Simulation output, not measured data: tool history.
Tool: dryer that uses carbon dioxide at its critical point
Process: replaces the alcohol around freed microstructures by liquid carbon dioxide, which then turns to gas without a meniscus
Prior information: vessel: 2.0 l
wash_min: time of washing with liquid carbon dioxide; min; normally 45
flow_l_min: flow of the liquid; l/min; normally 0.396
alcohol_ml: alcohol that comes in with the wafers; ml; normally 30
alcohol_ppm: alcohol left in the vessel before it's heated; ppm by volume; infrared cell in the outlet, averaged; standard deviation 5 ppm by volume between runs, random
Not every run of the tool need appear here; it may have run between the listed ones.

| run | day | wash_min | flow_l_min | alcohol_ml | alcohol_ppm |
|---|---|---|---|---|---|
| 1 | 0.000 | 45 | 0.396 | 30 | 66 |
| 2 | 1.354 | 45 | 0.396 | 30 | 79 |
| 3 | 3.192 | 48 | 0.396 | 30 | 76 |
| 4 | 5.017 | 45 | 0.396 | 96 | 123 |
|  | 6.779 | inlet filter changed |
| 5 | 7.004 | 45 | 0.396 | 96 | 96 |
| 6 | 8.721 | 45 | 0.396 | 96 | 110 |
| 7 | 9.646 | 35 | 0.396 | 30 | 119 |
| 8 | 11.721 | 35 | 0.396 | 30 | 135 |
| 9 | 13.183 | 45 | 0.396 | 58 | 114 |
| 10 | 14.271 | 45 | 0.396 | 58 | 120 |
| 11 | 16.008 | 45 | 0.396 | 58 | 133 |
|  | 17.950 | inlet filter changed |
| 12 | 18.146 | 45 | 0.396 | 30 | 127 |
| 13 | 20.175 | 45 | 0.396 | 30 | 126 |
| 14 | 21.979 | 45 | 0.396 | 30 | 128 |
| 15 | 23.654 | 45 | 0.396 | 30 | 149 |
| 16 | 25.258 | 45 | 0.316 | 30 | 180 |
| 17 | 26.358 | 56 | 0.239 | 31 | 196 |
| 18 | 28.442 | 33 | 0.268 | 22 | 468 |
|  | 29.150 | inlet filter changed |
| 19 | 29.554 | 45 | 0.272 | 53 | 225 |
| 20 | 30.758 | 48 | 0.252 | 51 | 237 |
|  | 31.850 | purifier's bed changed |
| 21 | 32.988 | 61 | 0.333 | 51 | 6 |

Run 22 comes next. What will it give?
| 22 | 34.746 | 45 | 0.351 | 38 | ? |

alcohol_ppm: 34 ppm by volume
With no hidden state in the tool, this same run would have given alcohol_ppm 16 ppm by volume.
